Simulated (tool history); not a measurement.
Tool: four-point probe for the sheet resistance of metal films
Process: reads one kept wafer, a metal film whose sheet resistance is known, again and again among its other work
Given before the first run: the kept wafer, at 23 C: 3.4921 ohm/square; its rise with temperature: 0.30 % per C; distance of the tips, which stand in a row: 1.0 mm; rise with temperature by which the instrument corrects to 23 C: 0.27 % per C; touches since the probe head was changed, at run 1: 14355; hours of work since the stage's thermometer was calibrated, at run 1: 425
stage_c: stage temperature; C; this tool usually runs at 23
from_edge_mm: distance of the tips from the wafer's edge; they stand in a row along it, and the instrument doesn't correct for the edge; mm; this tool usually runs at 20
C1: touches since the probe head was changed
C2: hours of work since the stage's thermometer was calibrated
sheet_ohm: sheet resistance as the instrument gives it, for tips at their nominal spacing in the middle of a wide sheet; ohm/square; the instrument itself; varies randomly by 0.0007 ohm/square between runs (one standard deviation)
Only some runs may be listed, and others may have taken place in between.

{"run": 1, "hour": 0.0, "stage_c": 23, "from_edge_mm": 20, "C1": 14355, "C2": 425, "sheet_ohm": 3.525997}
{"run": 2, "hour": 35.7, "stage_c": 23, "from_edge_mm": 20, "C1": 14904, "C2": 449, "sheet_ohm": 3.525248}
{"run": 3, "hour": 68.6, "stage_c": 23, "from_edge_mm": 20, "C1": 15409, "C2": 472, "sheet_ohm": 3.524381}
{"run": 4, "hour": 99.7, "stage_c": 23, "from_edge_mm": 20, "C1": 15886, "C2": 493, "sheet_ohm": 3.525648}
{"run": 5, "hour": 127.2, "stage_c": 22, "from_edge_mm": 20, "C1": 16309, "C2": 512, "sheet_ohm": 3.523226}
{"run": 6, "hour": 158.4, "stage_c": 22, "from_edge_mm": 20, "C1": 16788, "C2": 533, "sheet_ohm": 3.524093}
{"run": 7, "hour": 190.9, "stage_c": 22, "from_edge_mm": 20, "C1": 17287, "C2": 555, "sheet_ohm": 3.52441}
{"run": 8, "hour": 208.6, "stage_c": 22, "from_edge_mm": 20, "C1": 17559, "C2": 568, "sheet_ohm": 3.523357}
{"run": 9, "hour": 223.8, "stage_c": 22, "from_edge_mm": 20, "C1": 17793, "C2": 578, "sheet_ohm": 3.524257}
{"run": 10, "hour": 242.6, "stage_c": 23, "from_edge_mm": 20, "C1": 18082, "C2": 591, "sheet_ohm": 3.525918}
{"run": 11, "hour": 275.5, "stage_c": 22, "from_edge_mm": 20, "C1": 18587, "C2": 613, "sheet_ohm": 3.524985}
{"run": 12, "hour": 296.9, "stage_c": 23, "from_edge_mm": 20, "C1": 18916, "C2": 628, "sheet_ohm": 3.525689}
{"run": 13, "hour": 332.7, "stage_c": 23, "from_edge_mm": 20, "C1": 19465, "C2": 653, "sheet_ohm": 3.526467}
{"run": 14, "hour": 349.8, "stage_c": 23, "from_edge_mm": 20, "C1": 19729, "C2": 664, "sheet_ohm": 3.52423}
{"run": 15, "hour": 375.8, "stage_c": 23, "from_edge_mm": 20, "C1": 20127, "C2": 682, "sheet_ohm": 3.524999}
{"run": 16, "hour": 390.3, "stage_c": 23, "from_edge_mm": 20, "C1": 20351, "C2": 692, "sheet_ohm": 3.528003}
{"run": 17, "hour": 417.3, "stage_c": 23, "from_edge_mm": 20, "C1": 20766, "C2": 711, "sheet_ohm": 3.525563}
{"run": 18, "hour": 450.4, "stage_c": 23, "from_edge_mm": 20, "C1": 21273, "C2": 733, "sheet_ohm": 3.526947}
{"run": 19, "hour": 468.3, "stage_c": 23, "from_edge_mm": 20, "C1": 21548, "C2": 746, "sheet_ohm": 3.526092}
{"run": 20, "hour": 494.3, "stage_c": 23, "from_edge_mm": 20, "C1": 21949, "C2": 763, "sheet_ohm": 3.526593}
{"run": 21, "hour": 523.5, "stage_c": 23, "from_edge_mm": 20, "C1": 22397, "C2": 783, "sheet_ohm": 3.526143}
{"run": 22, "hour": 538.9, "stage_c": 23, "from_edge_mm": 20, "C1": 22633, "C2": 794, "sheet_ohm": 3.525223}
{"run": 23, "hour": 572.8, "stage_c": 23, "from_edge_mm": 3, "C1": 23154, "C2": 817, "sheet_ohm": 3.719208}
{"run": 24, "hour": 604.2, "stage_c": 24, "from_edge_mm": 26, "C1": 23637, "C2": 839, "sheet_ohm": 3.525775}
{"run": 25, "hour": 639.2, "stage_c": 30, "from_edge_mm": 23, "C1": 24174, "C2": 863, "sheet_ohm": 3.535506}
{"run": 26, "hour": 668.9, "stage_c": 35, "from_edge_mm": 20, "C1": 24630, "C2": 883, "sheet_ohm": 3.541451}
{"run": 27, "hour": 690.1, "stage_c": 28, "from_edge_mm": 4, "C1": 24956, "C2": 898, "sheet_ohm": 3.641967}
{"run": 28, "hour": 720.0, "stage_c": 28, "from_edge_mm": 4, "C1": 25415, "C2": 918, "sheet_ohm": 3.642133}
{"run": 29, "hour": 735.0, "stage_c": 28, "from_edge_mm": 4, "C1": 25645, "C2": 928, "sheet_ohm": 3.642962}
{"run": 30, "hour": 763.9, "stage_c": 27, "from_edge_mm": 7, "C1": 26089, "C2": 948, "sheet_ohm": 3.565836}
{"run": 31, "hour": 778.9, "stage_c": 19, "from_edge_mm": 43, "C1": 26321, "C2": 959, "sheet_ohm": 3.518013}
{"run": 32, "hour": 810.6, "stage_c": 31, "from_edge_mm": 10, "C1": 26808, "C2": 980, "sheet_ohm": 3.551536}
{"run": 33, "hour": 829.8, "stage_c": 34, "from_edge_mm": 28, "C1": 27103, "C2": 993, "sheet_ohm": 3.539171}
{"run": 34, "hour": 856.9, "stage_c": 32, "from_edge_mm": 14, "C1": 27518, "C2": 1012, "sheet_ohm": 3.545}
{"run": 35, "hour": 887.4, "stage_c": 32, "from_edge_mm": 14, "C1": 27987, "C2": 1033, "sheet_ohm": 3.543551}
{"run": 36, "hour": 917.6, "stage_c": 32, "from_edge_mm": 14, "C1": 28450, "C2": 1054, "sheet_ohm": 3.544935}
{"run": 37, "hour": 949.5, "stage_c": 30, "from_edge_mm": 41, "C1": 28942, "C2": 1076, "sheet_ohm": 3.532657}
{"run": 38, "hour": 984.0, "stage_c": 32, "from_edge_mm": 41, "C1": 29470, "C2": 1099, "sheet_ohm": 3.536408}
{"run": 39, "hour": 1012.3, "stage_c": 26, "from_edge_mm": 56, "C1": 29905, "C2": 1119, "sheet_ohm": 3.527984}
{"run": 40, "hour": 1029.8, "stage_c": 19, "from_edge_mm": 18, "C1": 30175, "C2": 1131, "sheet_ohm": 3.524253}
{"run": 41, "hour": 1054.6, "stage_c": 31, "from_edge_mm": 70, "C1": 30556, "C2": 1148, "sheet_ohm": 3.534111}
{"run": 42, "hour": 1079.7, "stage_c": 26, "from_edge_mm": 7, "C1": 30941, "C2": 1165, "sheet_ohm": 3.565118}
{"run": 43, "hour": 1104.6, "stage_c": 19, "from_edge_mm": 20, "C1": 31324, "C2": 1182, "sheet_ohm": 3.523214}
{"run": 44, "hour": 1119.2, "stage_c": 19, "from_edge_mm": 20, "C1": 31547, "C2": 1192, "sheet_ohm": 3.523051}

Results per run with the tool's hidden condition removed, run-to-run variation unchanged:
Hidden state present: inner tips' distance over the nominal, %; tips' flats over new ones', %; wafer's true temperature over the reading, C; drift of the gauge itself on sheet_ohm, %.
run=1 sheet_ohm=3.498412
run=2 sheet_ohm=3.497539
run=3 sheet_ohm=3.496561
run=4 sheet_ohm=3.497711
run=5 sheet_ohm=3.495209
run=6 sheet_ohm=3.495961
run=7 sheet_ohm=3.496165
run=8 sheet_ohm=3.495055
run=9 sheet_ohm=3.495889
run=10 sheet_ohm=3.497465
run=11 sheet_ohm=3.496408
run=12 sheet_ohm=3.497026
run=13 sheet_ohm=3.497681
run=14 sheet_ohm=3.495397
run=15 sheet_ohm=3.496065
run=16 sheet_ohm=3.498996
run=17 sheet_ohm=3.496480
run=18 sheet_ohm=3.497736
run=19 sheet_ohm=3.496818
run=20 sheet_ohm=3.497225
run=21 sheet_ohm=3.496677
run=22 sheet_ohm=3.495718
run=23 sheet_ohm=3.688087
run=24 sheet_ohm=3.496004
run=25 sheet_ohm=3.505495
run=26 sheet_ohm=3.511243
run=27 sheet_ohm=3.610952
run=28 sheet_ohm=3.611000
run=29 sheet_ohm=3.611766
run=30 sheet_ohm=3.535129
run=31 sheet_ohm=3.487678
run=32 sheet_ohm=3.520731
run=33 sheet_ohm=3.508373
run=34 sheet_ohm=3.514063
run=35 sheet_ohm=3.512514
run=36 sheet_ohm=3.513773
run=37 sheet_ohm=3.501494
run=38 sheet_ohm=3.505068
run=39 sheet_ohm=3.496654
run=40 sheet_ohm=3.492952
run=41 sheet_ohm=3.502533
run=42 sheet_ohm=3.533246
run=43 sheet_ohm=3.491649
run=44 sheet_ohm=3.491441
